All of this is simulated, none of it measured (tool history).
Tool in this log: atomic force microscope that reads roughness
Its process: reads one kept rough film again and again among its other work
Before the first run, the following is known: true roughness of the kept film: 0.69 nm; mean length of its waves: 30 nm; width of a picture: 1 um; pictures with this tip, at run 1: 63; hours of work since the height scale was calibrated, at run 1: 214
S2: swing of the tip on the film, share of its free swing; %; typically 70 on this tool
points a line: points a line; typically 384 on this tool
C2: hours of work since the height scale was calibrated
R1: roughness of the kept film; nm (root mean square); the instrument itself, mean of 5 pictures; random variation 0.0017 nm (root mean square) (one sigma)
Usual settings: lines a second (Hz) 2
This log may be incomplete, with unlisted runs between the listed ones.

{"run": 1, "hour": 0.0, "lines a second (Hz)": 2, "S2": 70, "points a line": 384, "pictures with this tip": 63, "C2": 214, "R1": 0.636}
{"run": 2, "hour": 9.0, "lines a second (Hz)": 2.74, "S2": 70, "points a line": 384, "pictures with this tip": 73, "C2": 218, "R1": 0.628}
{"run": 3, "hour": 16.8, "lines a second (Hz)": 2.74, "S2": 70, "points a line": 384, "pictures with this tip": 82, "C2": 222, "R1": 0.621}
{"run": 4, "hour": 25.8, "lines a second (Hz)": 2.11, "S2": 70, "points a line": 384, "pictures with this tip": 92, "C2": 226, "R1": 0.631}
{"run": 5, "hour": 38.4, "lines a second (Hz)": 2.11, "S2": 70, "points a line": 271, "pictures with this tip": 106, "C2": 232, "R1": 0.626}
{"run": 6, "hour": 50.0, "lines a second (Hz)": 2.11, "S2": 70, "points a line": 271, "pictures with this tip": 119, "C2": 237, "R1": 0.62}
{"run": 7, "hour": 66.2, "lines a second (Hz)": 2.11, "S2": 70, "points a line": 271, "pictures with this tip": 138, "C2": 245, "R1": 0.62}
{"run": 8, "hour": 83.2, "lines a second (Hz)": 2.11, "S2": 70, "points a line": 271, "pictures with this tip": 157, "C2": 252, "R1": 0.617}
{"run": 9, "hour": 91.9, "lines a second (Hz)": 1.79, "S2": 69, "points a line": 553, "pictures with this tip": 167, "C2": 256, "R1": 0.625}
{"hour": 98.9, "done": "new tip fitted"}
{"run": 10, "hour": 102.0, "lines a second (Hz)": 0.69, "S2": 70, "points a line": 358, "pictures with this tip": 4, "C2": 261, "R1": 0.666}
{"run": 11, "hour": 109.8, "lines a second (Hz)": 0.67, "S2": 70, "points a line": 457, "pictures with this tip": 13, "C2": 264, "R1": 0.668}
{"run": 12, "hour": 125.6, "lines a second (Hz)": 0.67, "S2": 70, "points a line": 457, "pictures with this tip": 31, "C2": 272, "R1": 0.661}
{"run": 13, "hour": 134.3, "lines a second (Hz)": 1.08, "S2": 74, "points a line": 457, "pictures with this tip": 41, "C2": 276, "R1": 0.653}
{"run": 14, "hour": 141.7, "lines a second (Hz)": 1.08, "S2": 74, "points a line": 457, "pictures with this tip": 49, "C2": 279, "R1": 0.648}
{"run": 15, "hour": 158.6, "lines a second (Hz)": 1.1, "S2": 77, "points a line": 828, "pictures with this tip": 68, "C2": 287, "R1": 0.647}
{"run": 16, "hour": 172.6, "lines a second (Hz)": 1.1, "S2": 56, "points a line": 828, "pictures with this tip": 84, "C2": 294, "R1": 0.656}

Take each entry between the runs: how does the hidden state at the last listed run before it differ from the hidden state at the first listed run after it?
After run 9, before run 10: new tip fitted (hour 98.9)
  radius of the tip, nm: 19.4 -> 5.5
  measured result minus the result with no hidden state, R1: -0.026 -> +0 nm (root mean square)
